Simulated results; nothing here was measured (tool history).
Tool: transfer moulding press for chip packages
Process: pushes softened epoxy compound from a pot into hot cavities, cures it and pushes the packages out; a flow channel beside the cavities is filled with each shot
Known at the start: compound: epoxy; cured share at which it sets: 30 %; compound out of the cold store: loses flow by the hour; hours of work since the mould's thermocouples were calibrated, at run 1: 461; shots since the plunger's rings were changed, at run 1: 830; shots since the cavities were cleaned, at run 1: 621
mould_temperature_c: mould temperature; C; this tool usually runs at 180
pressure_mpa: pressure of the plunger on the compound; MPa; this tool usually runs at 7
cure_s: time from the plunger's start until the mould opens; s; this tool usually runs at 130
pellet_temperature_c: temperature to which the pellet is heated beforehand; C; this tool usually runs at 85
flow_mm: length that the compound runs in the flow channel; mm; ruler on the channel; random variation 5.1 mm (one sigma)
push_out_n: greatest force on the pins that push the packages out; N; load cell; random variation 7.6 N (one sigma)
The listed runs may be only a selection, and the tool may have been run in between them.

run	hour	mould_temperature_c	pressure_mpa	cure_s	pellet_temperature_c	hours of work since the mould's thermocouples were calibrated	shots since the plunger's rings were changed	shots since the cavities were cleaned	incoming compound's hours out of the cold store	flow_mm	push_out_n
1	0	180	7	130	85	461	830	621	32.8	964	329
2	11	180	7	130	85	468	928	719	36.1	962	327
# hour 26.6: cavities cleaned with cleaning compound and waxed
3	33	180	7	130	85	481	1111	58	16.2	1021	325
4	54.1	174	7	130	85	494	1298	245	11.3	1073	434
5	74	174	7	130	85	507	1475	422	10.2	1086	437
6	90.1	174	7	130	85	517	1619	566	25.7	1034	417
7	101.4	180	7	130	94	524	1718	665	38.3	949	331
8	110.3	180	7	130	94	529	1797	744	44.5	936	329
# hour 122.5: cavities cleaned with cleaning compound and waxed
9	132.6	180	5.58	130	85	542	1983	90	46.8	820	318
10	143.8	180	5.58	168	85	549	2083	190	14.7	922	306
11	153.4	180	7	130	85	555	2168	275	47.8	921	310
12	168.7	180	7	130	85	565	2304	411	31.1	968	326
13	182.2	180	7	130	85	573	2424	531	27.1	985	339
14	191.7	180	8.72	130	85	579	2509	616	41.3	1049	309
15	202.1	177	8.72	130	85	586	2601	708	20.2	1156	365
# hour 217.8: cavities cleaned with cleaning compound and waxed
16	217.9	177	8.72	130	85	595	2728	1	17.5	1161	364
17	231.5	180	6.52	130	89	603	2850	123	26.7	954	340
18	252.8	180	6.52	130	89	616	3039	312	29.7	933	315
19	263.4	180	7	134	83	623	3133	406	17.7	1007	322
20	278.8	173	7.79	153	89	633	3270	543	10.2	1161	353
21	299.1	173	7.79	153	89	645	3451	724	29.7	1089	366
# hour 313.4: cavities cleaned with cleaning compound and waxed
22	316.7	184	7.69	139	92	655	3594	30	38.9	969	301
23	329.2	184	7.69	139	92	663	3705	141	26.1	1013	307
24	344.1	180	7.33	130	85	672	3838	274	37.1	979	317
25	358.6	180	7.33	130	85	682	3967	403	24	1022	323
26	377.2	180	7	129	75	693	4132	568	16.7	1027	329
27	388.3	175	7	130	77	700	4231	667	30.5	1009	397
28	404.3	175	7	130	77	710	4374	810	13.1	1064	423
# hour 409: cavities cleaned with cleaning compound and waxed
29	424.1	175	7	130	85	721	4536	135	40.8	973	372
30	444.9	175	7	130	85	734	4721	320	43.2	953	382

Hidden state at the last listed run before each entry between runs and at the first one after, where it differs:
Logged between run 2 and run 3: cavities cleaned with cleaning compound and waxed (hour 26.6)
  pressure that reaches the compound, % of what is set: 99.98 -> 99.97; grip of the stained cavities, % over clean ones': 1 -> 0.2
Logged between run 8 and run 9: cavities cleaned with cleaning compound and waxed (hour 122.5)
  grip of the stained cavities, % over clean ones': 1.1 -> 0.3
Logged between run 15 and run 16: cavities cleaned with cleaning compound and waxed (hour 217.8)
  grip of the stained cavities, % over clean ones': 1.1 -> 0.1
Logged between run 21 and run 22: cavities cleaned with cleaning compound and waxed (hour 313.4)
  pressure that reaches the compound, % of what is set: 99.91 -> 99.9; grip of the stained cavities, % over clean ones': 1.1 -> 0.1
Logged between run 28 and run 29: cavities cleaned with cleaning compound and waxed (hour 409)
  pressure that reaches the compound, % of what is set: 99.88 -> 99.87; grip of the stained cavities, % over clean ones': 1.1 -> 0.3

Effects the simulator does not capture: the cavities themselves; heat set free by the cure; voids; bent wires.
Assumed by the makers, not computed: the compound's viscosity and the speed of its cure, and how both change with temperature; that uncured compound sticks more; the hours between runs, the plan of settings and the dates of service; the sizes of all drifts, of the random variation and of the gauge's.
